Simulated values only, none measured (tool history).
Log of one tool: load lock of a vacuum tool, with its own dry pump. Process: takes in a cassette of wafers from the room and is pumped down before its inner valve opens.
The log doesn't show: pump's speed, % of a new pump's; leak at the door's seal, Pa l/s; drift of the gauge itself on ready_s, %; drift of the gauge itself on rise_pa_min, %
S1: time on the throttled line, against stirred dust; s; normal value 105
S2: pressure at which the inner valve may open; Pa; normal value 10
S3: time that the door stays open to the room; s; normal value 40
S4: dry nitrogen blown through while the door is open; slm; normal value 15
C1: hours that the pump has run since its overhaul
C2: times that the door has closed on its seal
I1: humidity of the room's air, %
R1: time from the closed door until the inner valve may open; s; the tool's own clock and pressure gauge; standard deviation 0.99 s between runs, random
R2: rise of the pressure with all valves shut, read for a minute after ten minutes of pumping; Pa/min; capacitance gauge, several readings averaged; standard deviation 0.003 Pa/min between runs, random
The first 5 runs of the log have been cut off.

run 6 hour=283.2 | S1=105 S2=10 S3=40 S4=23 | C1=1413 C2=10675 | I1=45.5 | R1=159.4 R2=0.179
run 7 hour=361 | S1=105 S2=10 S3=40 S4=15 | C1=1490 C2=10990 | I1=43.1 | R1=158.6 R2=0.191
run 8 hour=401.1 | S1=105 S2=10 S3=40 S4=15 | C1=1531 C2=11152 | I1=48.1 | R1=159.1 R2=0.197
run 9 hour=447.8 | S1=105 S2=10 S3=40 S4=15 | C1=1577 C2=11341 | I1=46.7 | R1=158.1 R2=0.202
run 10 hour=510.2 | S1=105 S2=10 S3=40 S4=15 | C1=1640 C2=11593 | I1=44.2 | R1=157.5 R2=0.2
run 11 hour=574.2 | S1=105 S2=10 S3=40 S4=15 | C1=1704 C2=11852 | I1=47.4 | R1=160.1 R2=0.204
run 12 hour=627.8 | S1=105 S2=10 S3=40 S4=15 | C1=1757 C2=12069 | I1=46.3 | R1=158.4 R2=0.22
run 13 hour=706.1 | S1=105 S2=10 S3=26 S4=15 | C1=1836 C2=12385 | I1=43.8 | R1=160.1 R2=0.216
run 14 hour=781.8 | S1=105 S2=10 S3=40 S4=15 | C1=1911 C2=12691 | I1=45.6 | R1=159.7 R2=0.233
run 15 hour=873.8 | S1=105 S2=10 S3=40 S4=15 | C1=2003 C2=13063 | I1=46.7 | R1=158.1 R2=0.243
run 16 hour=956.2 | S1=105 S2=10 S3=40 S4=15 | C1=2086 C2=13397 | I1=46.2 | R1=157.8 R2=0.242
run 17 hour=1014.5 | S1=105 S2=10 S3=40 S4=10 | C1=2144 C2=13633 | I1=43.9 | R1=158.7 R2=0.255
run 18 hour=1104.2 | S1=105 S2=10 S3=40 S4=10 | C1=2234 C2=13995 | I1=42.2 | R1=158.5 R2=0.259
run 19 hour=1170.5 | S1=105 S2=19 S3=40 S4=10 | C1=2300 C2=14263 | I1=43 | R1=154.5 R2=0.271
run 20 hour=1241.4 | S1=105 S2=8 S3=33 S4=15 | C1=2371 C2=14550 | I1=44.1 | R1=161.7 R2=0.27
run 21 hour=1318 | S1=105 S2=8 S3=33 S4=15 | C1=2447 C2=14860 | I1=39.8 | R1=160.4 R2=0.27
run 22 hour=1374.1 | S1=56 S2=12 S3=35 S4=15 | C1=2504 C2=15087 | I1=44.3 | R1=116.8 R2=0.289
run 23 hour=1448.1 | S1=82 S2=10 S3=49 S4=8 | C1=2578 C2=15386 | I1=46.9 | R1=140.2 R2=0.312
run 24 hour=1524.2 | S1=64 S2=10 S3=146 S4=15 | C1=2654 C2=15694 | I1=46.8 | R1=124.7 R2=0.335
run 25 hour=1581 | S1=104 S2=19 S3=48 S4=13 | C1=2710 C2=15923 | I1=40.1 | R1=154.5 R2=0.311
run 26 hour=1674.2 | S1=105 S2=10 S3=40 S4=27 | C1=2804 C2=16300 | I1=46 | R1=159.3 R2=0.308
run 27 hour=1748.9 | S1=105 S2=8 S3=55 S4=9 | C1=2878 C2=16602 | I1=47.1 | R1=162.8 R2=0.34

What will run 28 give?
run 28 hour=1828.1 | S1=105 S2=8 S3=55 S4=9 | C1=2958 C2=16922 | I1=43.1 | R1=? R2=?

{"run 28": {"R1": 159.8, "R2": 0.348}}
If the tool had no hidden condition, the same run with the same run-to-run variation would have returned R1 157.4 s, R2 0.044 Pa/min.
